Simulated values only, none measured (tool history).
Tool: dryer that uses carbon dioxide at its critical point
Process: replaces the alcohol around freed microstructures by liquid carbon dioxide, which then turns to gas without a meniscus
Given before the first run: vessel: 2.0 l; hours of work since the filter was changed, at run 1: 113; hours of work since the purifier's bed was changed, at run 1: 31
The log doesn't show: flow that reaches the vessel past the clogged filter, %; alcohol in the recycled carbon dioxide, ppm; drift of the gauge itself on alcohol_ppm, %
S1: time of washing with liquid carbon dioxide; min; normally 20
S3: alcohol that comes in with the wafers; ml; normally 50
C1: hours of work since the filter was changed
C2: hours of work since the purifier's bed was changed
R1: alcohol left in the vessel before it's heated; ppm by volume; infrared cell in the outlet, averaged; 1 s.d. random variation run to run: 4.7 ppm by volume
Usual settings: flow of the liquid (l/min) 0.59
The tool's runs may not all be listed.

{"run": 1, "hour": 0.0, "S1": 20, "flow of the liquid (l/min)": 0.59, "S3": 50, "C1": 113, "C2": 31, "R1": 165}
{"run": 2, "hour": 12.8, "S1": 20, "flow of the liquid (l/min)": 0.59, "S3": 50, "C1": 119, "C2": 36, "R1": 164}
{"run": 3, "hour": 26.9, "S1": 17, "flow of the liquid (l/min)": 0.59, "S3": 50, "C1": 126, "C2": 43, "R1": 354}
{"run": 4, "hour": 34.1, "S1": 17, "flow of the liquid (l/min)": 0.59, "S3": 50, "C1": 129, "C2": 46, "R1": 353}
{"run": 5, "hour": 41.9, "S1": 20, "flow of the liquid (l/min)": 0.467, "S3": 50, "C1": 132, "C2": 50, "R1": 446}
{"run": 6, "hour": 57.2, "S1": 20, "flow of the liquid (l/min)": 0.467, "S3": 50, "C1": 139, "C2": 57, "R1": 444}
{"run": 7, "hour": 69.5, "S1": 20, "flow of the liquid (l/min)": 0.467, "S3": 50, "C1": 145, "C2": 62, "R1": 438}
{"run": 8, "hour": 78.6, "S1": 20, "flow of the liquid (l/min)": 0.59, "S3": 50, "C1": 149, "C2": 66, "R1": 169}
{"run": 9, "hour": 91.9, "S1": 20, "flow of the liquid (l/min)": 0.59, "S3": 50, "C1": 155, "C2": 72, "R1": 167}
{"run": 10, "hour": 105.9, "S1": 14, "flow of the liquid (l/min)": 0.59, "S3": 50, "C1": 161, "C2": 79, "R1": 732}
{"run": 11, "hour": 119.7, "S1": 20, "flow of the liquid (l/min)": 0.59, "S3": 50, "C1": 168, "C2": 85, "R1": 164}
{"run": 12, "hour": 129.6, "S1": 20, "flow of the liquid (l/min)": 0.59, "S3": 50, "C1": 172, "C2": 89, "R1": 169}
{"run": 13, "hour": 138.1, "S1": 20, "flow of the liquid (l/min)": 0.59, "S3": 50, "C1": 176, "C2": 93, "R1": 180}
{"run": 14, "hour": 154.7, "S1": 20, "flow of the liquid (l/min)": 0.59, "S3": 50, "C1": 183, "C2": 101, "R1": 174}
{"run": 15, "hour": 162.6, "S1": 15, "flow of the liquid (l/min)": 0.59, "S3": 65, "C1": 187, "C2": 104, "R1": 779}
{"run": 16, "hour": 178.4, "S1": 24, "flow of the liquid (l/min)": 0.47, "S3": 116, "C1": 194, "C2": 111, "R1": 457}
{"run": 17, "hour": 194.3, "S1": 26, "flow of the liquid (l/min)": 0.495, "S3": 116, "C1": 201, "C2": 119, "R1": 240}
{"run": 18, "hour": 210.7, "S1": 21, "flow of the liquid (l/min)": 0.597, "S3": 56, "C1": 209, "C2": 126, "R1": 146}

Run 19 has not been measured yet. What should we expect?
{"run": 19, "hour": 219.7, "S1": 32, "flow of the liquid (l/min)": 0.59, "S3": 63, "C1": 213, "C2": 130, "R1": "?"}

Run 19 yielded R1 24 ppm by volume.
If the tool had no hidden condition, the same run with the same run-to-run variation would have returned R1 17 ppm by volume.
